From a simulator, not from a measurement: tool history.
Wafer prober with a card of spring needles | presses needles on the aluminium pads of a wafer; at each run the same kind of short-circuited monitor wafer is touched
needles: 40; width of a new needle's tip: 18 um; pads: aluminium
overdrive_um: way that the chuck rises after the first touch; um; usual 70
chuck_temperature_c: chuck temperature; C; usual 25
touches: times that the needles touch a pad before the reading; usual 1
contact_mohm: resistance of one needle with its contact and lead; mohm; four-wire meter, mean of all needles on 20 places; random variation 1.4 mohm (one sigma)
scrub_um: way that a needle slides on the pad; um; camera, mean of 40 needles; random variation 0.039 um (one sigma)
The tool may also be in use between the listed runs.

run	day	overdrive_um	chuck_temperature_c	touches	contact_mohm	scrub_um
1	0.000	70	25	1	135	9.66
# day 0.325: tips cleaned on abrasive film
2	0.388	70	25	1	130	9.61
3	0.771	70	25	1	153	9.62
# day 0.796: tips cleaned on abrasive film
4	1.004	70	25	1	143	9.61
# day 1.262: tips cleaned on abrasive film
5	1.342	70	25	1	130	9.65
# day 1.733: tips cleaned on abrasive film
6	1.733	70	25	1	118	9.63
7	2.050	70	25	1	148	9.57
# day 2.217: tips cleaned on abrasive film
8	2.225	70	25	1	117	9.59
9	2.583	70	25	1	153	9.54
# day 2.692: tips cleaned on abrasive film
10	2.950	70	25	1	147	9.52
# day 3.183: tips cleaned on abrasive film
11	3.200	70	25	1	125	9.55
12	3.400	70	25	1	142	9.54
13	3.608	70	25	1	158	9.47
# day 3.667: tips cleaned on abrasive film
14	4.008	70	25	1	152	9.57
# day 4.154: tips cleaned on abrasive film
15	4.229	70	25	1	130	9.45
16	4.558	70	25	1	154	9.60
# day 4.633: tips cleaned on abrasive film
17	4.738	70	25	1	130	9.39
18	4.917	80	77	1	146	10.88
# day 5.117: tips cleaned on abrasive film
19	5.188	56	42	2	130	7.52
20	5.433	56	42	2	153	7.49
# day 5.583: tips cleaned on abrasive film
21	5.683	84	30	1	125	11.38
22	6.042	70	51	1	159	9.43
# day 6.079: tips cleaned on abrasive film
23	6.317	75	25	1	143	10.18
24	6.542	75	25	1	151	10.24
# day 6.562: tips cleaned on abrasive film
25	6.804	89	25	2	128	12.06
# day 7.042: tips cleaned on abrasive film
26	7.050	58	30	2	125	7.76
27	7.383	55	37	2	156	7.28
# day 7.517: tips cleaned on abrasive film
28	7.579	70	25	2	121	9.36
29	7.879	82	28	2	130	11.05

Forecast run 30:
# day 8.000: tips cleaned on abrasive film
30	8.121	54	53	1	?	?

contact_mohm: 153 mohm
scrub_um: 7.21 um
Without the tool's hidden state the same run would have given contact_mohm 121 mohm, scrub_um 7.50 um.
